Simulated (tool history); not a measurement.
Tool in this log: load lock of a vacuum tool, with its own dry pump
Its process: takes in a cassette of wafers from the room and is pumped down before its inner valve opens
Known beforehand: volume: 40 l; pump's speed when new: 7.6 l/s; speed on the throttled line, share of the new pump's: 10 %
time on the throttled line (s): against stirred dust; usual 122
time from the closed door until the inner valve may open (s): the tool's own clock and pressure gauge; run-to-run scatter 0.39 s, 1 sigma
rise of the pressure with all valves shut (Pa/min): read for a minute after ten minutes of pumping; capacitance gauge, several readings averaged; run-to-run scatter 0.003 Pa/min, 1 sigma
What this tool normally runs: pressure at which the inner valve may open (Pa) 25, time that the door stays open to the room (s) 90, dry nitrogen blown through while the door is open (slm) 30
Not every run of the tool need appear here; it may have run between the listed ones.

run      day  time on the throttled line (s)  pressure at which the inner valve may open (Pa)  time that the door stays open to the room (s)  dry nitrogen blown through while the door is open (slm)  incoming humidity of the room's air, %  time from the closed door until the inner valve may open (s)  rise of the pressure with all valves shut (Pa/min)
  1    0.000                             122                                               25                                             90                                                       30                                    47.9                                                         154.6                                               0.128
  2    9.033                             122                                               25                                             90                                                       30                                    45.4                                                         154.8                                               0.128
  3   22.571                             122                                               25                                             90                                                       30                                    45.0                                                         155.2                                               0.135
  4   36.888                             122                                               25                                             90                                                       30                                    44.5                                                         155.1                                               0.140
  5   51.196                             122                                               33                                             90                                                       30                                    45.8                                                         153.4                                               0.157
  6   60.662                             122                                               46                                             90                                                       30                                    41.1                                                         151.6                                               0.156
  7   76.900                             122                                               25                                             90                                                       30                                    44.7                                                         155.3                                               0.169
  8   93.846                             122                                               25                                             90                                                       30                                    46.4                                                         155.4                                               0.181
  9  108.662                             122                                               25                                             90                                                       30                                    45.0                                                         155.9                                               0.182
 10  117.996                             122                                               25                                             90                                                       30                                    45.7                                                         156.1                                               0.192
 11  134.438                             122                                               25                                             90                                                       30                                    48.8                                                         155.9                                               0.203
 12  148.938                             122                                               25                                             90                                                       30                                    43.7                                                         155.9                                               0.210
 13  167.488                             122                                               25                                             90                                                       30                                    45.5                                                         156.4                                               0.221
 14  182.767                             122                                               25                                             90                                                       30                                    44.1                                                         157.0                                               0.235
 15  191.558                             122                                               25                                             90                                                       30                                    46.5                                                         156.7                                               0.245
 16  204.112                             122                                               25                                             90                                                       30                                    42.4                                                         157.4                                               0.257
 17  219.642                             122                                               25                                             90                                                       30                                    46.3                                                         157.6                                               0.257
 18  230.175                             122                                               25                                             88                                                       30                                    42.8                                                         156.6                                               0.265
 19  248.812                              63                                               22                                             87                                                       30                                    46.1                                                         105.6                                               0.277
 20  260.729                              63                                               22                                             87                                                       30                                    42.5                                                         105.9                                               0.289
 21  277.104                             111                                               18                                             87                                                       30                                    44.9                                                         150.2                                               0.307
 22  286.721                             111                                               33                                             81                                                       30                                    45.1                                                         146.7                                               0.305
 23  305.229                             111                                               33                                             81                                                       15                                    47.5                                                         146.6                                               0.333
 24  321.692                             111                                               43                                             74                                                        9                                    45.0                                                         145.1                                               0.352
 25  338.583                             150                                               43                                            128                                                       13                                    48.7                                                         180.6                                               0.390
 26  346.717                             150                                               43                                            128                                                       13                                    45.4                                                         179.9                                               0.391
 27  362.583                              63                                               26                                             90                                                       13                                    45.8                                                         107.4                                               0.386
 28  374.817                              65                                               26                                             40                                                       30                                    45.4                                                         109.2                                               0.363
 29  385.133                              65                                               26                                             40                                                       30                                    45.7                                                         109.6                                               0.373
 30  399.733                              65                                               26                                             40                                                       30                                    42.7                                                         109.3                                               0.373
 31  407.633                              65                                               26                                             40                                                       30                                    43.6                                                         109.5                                               0.389
 32  415.958                             122                                               28                                             90                                                       27                                    42.5                                                         158.9                                               0.414
 33  425.217                             119                                               25                                             52                                                       30                                    44.6                                                         157.6                                               0.400
 34  432.962                             119                                               48                                             52                                                       30                                    43.7                                                         153.7                                               0.425
     444.771  -- dry pump taken out, an overhauled one fitted
 35  448.267                             125                                               48                                             52                                                       37                                    44.9                                                         153.1                                               0.429
 36  465.521                             125                                               48                                             52                                                       37                                    44.2                                                         153.2                                               0.446

Below are 4 alternative next runs, each starting from the tool's condition after run 36. Predict each:
  A  481.738                             122                                               37                                            210                                                       22                                    46.1                                                             ?                                                   ?
  B  481.738                             122                                               25                                            115                                                       30                                    46.3                                                             ?                                                   ?
  C  481.738                              80                                               46                                             35                                                       37                                    45.8                                                             ?                                                   ?
  D  481.738                             122                                               25                                             90                                                       15                                    47.4                                                             ?                                                   ?

run  time from the closed door until the inner valve may open (s)  rise of the pressure with all valves shut (Pa/min)
  A                                                         152.5                                               0.510
  B                                                         154.8                                               0.479
  C                                                         113.5                                               0.465
  D                                                         154.0                                               0.498
Without the tool's hidden state the same runs would have given:
run  time from the closed door until the inner valve may open (s)  rise of the pressure with all valves shut (Pa/min)
  A                                                         151.7                                               0.068
  B                                                         153.9                                               0.037
  C                                                         112.6                                               0.015
  D                                                         153.1                                               0.052

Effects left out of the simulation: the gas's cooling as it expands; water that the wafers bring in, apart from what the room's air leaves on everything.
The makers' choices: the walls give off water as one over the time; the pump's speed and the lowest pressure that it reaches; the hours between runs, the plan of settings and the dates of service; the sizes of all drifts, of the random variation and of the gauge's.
